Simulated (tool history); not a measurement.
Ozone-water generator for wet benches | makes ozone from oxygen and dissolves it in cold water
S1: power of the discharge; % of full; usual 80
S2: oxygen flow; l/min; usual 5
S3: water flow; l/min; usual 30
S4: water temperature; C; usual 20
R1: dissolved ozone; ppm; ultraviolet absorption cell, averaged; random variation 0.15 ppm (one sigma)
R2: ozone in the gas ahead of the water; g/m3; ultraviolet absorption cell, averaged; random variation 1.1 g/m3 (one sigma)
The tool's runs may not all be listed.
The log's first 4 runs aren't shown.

| run | hour | S1 | S2 | S3 | S4 | R1 | R2 |
|---|---|---|---|---|---|---|---|
| 5 | 164.1 | 80 | 5 | 30 | 12 | 18.9 | 188.3 |
| 6 | 198.6 | 80 | 5 | 30 | 12 | 18.7 | 189.6 |
| 7 | 235.2 | 80 | 5 | 30 | 12 | 18.6 | 189.1 |
| 8 | 259.9 | 80 | 5 | 30 | 20 | 17.1 | 187.9 |
| 9 | 311.7 | 80 | 5 | 30 | 20 | 17.2 | 187.4 |
| 10 | 342.6 | 66 | 5 | 30 | 20 | 14.7 | 157.6 |
| 11 | 376.5 | 66 | 4.68 | 30 | 20 | 14.7 | 168.8 |
| 12 | 400 | 66 | 4.68 | 30 | 20 | 14.4 | 167.4 |
| 13 | 447.4 | 66 | 4.68 | 30 | 20 | 14.7 | 165.9 |
| 14 | 472.4 | 52 | 4.68 | 30 | 20 | 12.1 | 137.1 |
| 15 | 517.5 | 52 | 4.68 | 30 | 20 | 11.8 | 136.2 |
| 16 | 544.4 | 80 | 5 | 30 | 20 | 16.9 | 186.9 |
| 17 | 598.6 | 80 | 5 | 30 | 20 | 16.8 | 185.6 |
| 18 | 655.4 | 69 | 3.73 | 30 | 20 | 15.2 | 200.9 |
| 19 | 683 | 73 | 3.73 | 46 | 20 | 10.5 | 211.1 |
| 20 | 711.5 | 80 | 3.34 | 30 | 21 | 16.7 | 245.4 |
| 21 | 768.4 | 80 | 2.94 | 30 | 21 | 16.5 | 265.3 |
| 22 | 810.5 | 52 | 4.77 | 29 | 20 | 12.1 | 133 |
| 23 | 848.1 | 55 | 4.77 | 37 | 20 | 10.5 | 139.9 |
| 24 | 873.4 | 55 | 4.77 | 40 | 27 | 9.1 | 141.6 |

Run 25 comes next. What will it give?
| 25 | 928.5 | 55 | 4.77 | 40 | 27 | ? | ? |

Run 25 gave R1 8.9 ppm, R2 140.4 g/m3.
Without the tool's hidden state the same run would have given R1 9.3 ppm, R2 144.5 g/m3.
